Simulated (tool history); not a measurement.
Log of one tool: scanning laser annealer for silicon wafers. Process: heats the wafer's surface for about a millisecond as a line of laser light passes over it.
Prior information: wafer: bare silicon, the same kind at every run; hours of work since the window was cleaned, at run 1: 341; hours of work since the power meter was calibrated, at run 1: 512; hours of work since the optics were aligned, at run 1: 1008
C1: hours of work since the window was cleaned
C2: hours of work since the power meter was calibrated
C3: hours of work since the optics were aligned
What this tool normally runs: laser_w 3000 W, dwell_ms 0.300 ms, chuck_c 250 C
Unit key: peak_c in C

{"run": 1, "hour": 0.0, "laser_w": 3000, "dwell_ms": 0.3, "chuck_c": 250, "C1": 341, "C2": 512, "C3": 1008, "peak_c": 933}
{"run": 2, "hour": 16.5, "laser_w": 3000, "dwell_ms": 0.3, "chuck_c": 250, "C1": 349, "C2": 520, "C3": 1016, "peak_c": 933}
{"run": 3, "hour": 42.6, "laser_w": 3000, "dwell_ms": 0.3, "chuck_c": 250, "C1": 361, "C2": 532, "C3": 1028, "peak_c": 930}
{"run": 4, "hour": 60.0, "laser_w": 3000, "dwell_ms": 0.3, "chuck_c": 250, "C1": 369, "C2": 540, "C3": 1036, "peak_c": 929}
{"hour": 67.8, "done": "optics aligned, line set to its width"}
{"run": 5, "hour": 79.8, "laser_w": 3000, "dwell_ms": 0.222, "chuck_c": 250, "C1": 376, "C2": 547, "C3": 6, "peak_c": 845}
{"run": 6, "hour": 109.6, "laser_w": 3000, "dwell_ms": 0.3, "chuck_c": 250, "C1": 389, "C2": 560, "C3": 19, "peak_c": 941}
{"run": 7, "hour": 139.2, "laser_w": 3000, "dwell_ms": 0.3, "chuck_c": 255, "C1": 403, "C2": 574, "C3": 33, "peak_c": 949}
{"run": 8, "hour": 167.2, "laser_w": 3213, "dwell_ms": 0.3, "chuck_c": 250, "C1": 416, "C2": 587, "C3": 46, "peak_c": 990}
{"run": 9, "hour": 179.8, "laser_w": 3213, "dwell_ms": 0.3, "chuck_c": 250, "C1": 422, "C2": 593, "C3": 52, "peak_c": 990}
{"run": 10, "hour": 202.3, "laser_w": 3000, "dwell_ms": 0.3, "chuck_c": 218, "C1": 432, "C2": 603, "C3": 62, "peak_c": 910}
{"run": 11, "hour": 231.8, "laser_w": 2613, "dwell_ms": 0.299, "chuck_c": 282, "C1": 446, "C2": 617, "C3": 75, "peak_c": 880}
{"run": 12, "hour": 255.5, "laser_w": 2613, "dwell_ms": 0.345, "chuck_c": 264, "C1": 456, "C2": 628, "C3": 86, "peak_c": 908}
{"run": 13, "hour": 275.2, "laser_w": 2613, "dwell_ms": 0.282, "chuck_c": 219, "C1": 466, "C2": 637, "C3": 95, "peak_c": 796}
{"hour": 285.7, "done": "window over the wafer cleaned"}
{"run": 14, "hour": 301.4, "laser_w": 2613, "dwell_ms": 0.282, "chuck_c": 219, "C1": 7, "C2": 648, "C3": 107, "peak_c": 810}
{"run": 15, "hour": 327.2, "laser_w": 3000, "dwell_ms": 0.3, "chuck_c": 235, "C1": 19, "C2": 660, "C3": 118, "peak_c": 938}
{"run": 16, "hour": 341.6, "laser_w": 2806, "dwell_ms": 0.293, "chuck_c": 267, "C1": 26, "C2": 666, "C3": 125, "peak_c": 914}
{"run": 17, "hour": 361.0, "laser_w": 2806, "dwell_ms": 0.293, "chuck_c": 267, "C1": 35, "C2": 675, "C3": 134, "peak_c": 916}
{"run": 18, "hour": 391.9, "laser_w": 2806, "dwell_ms": 0.293, "chuck_c": 267, "C1": 49, "C2": 689, "C3": 148, "peak_c": 917}
{"run": 19, "hour": 414.5, "laser_w": 3251, "dwell_ms": 0.253, "chuck_c": 284, "C1": 59, "C2": 700, "C3": 159, "peak_c": 982}

Hidden state or all else? Some run-to-run changes of peak_c, split into what the settings, what came in and random variation would give without the hidden state, and what is left for the hidden state (with any gauge scatter that isn't in both results):
Hidden state at play: light that passes the window, % of a clean one's; laser's true power over the reading, %; width of the line over the set one, %; drift of the gauge itself on peak_c, C.
Run 4 -> 5: dwell_ms 0.300 -> 0.222, optics aligned, line set to its width. peak_c -84 C: hidden state +13, all else -97.
Run 14 -> 15: laser_w 2613 -> 3000, dwell_ms 0.282 -> 0.300, chuck_c 219 -> 235. peak_c +128 C: hidden state -1, all else +129.
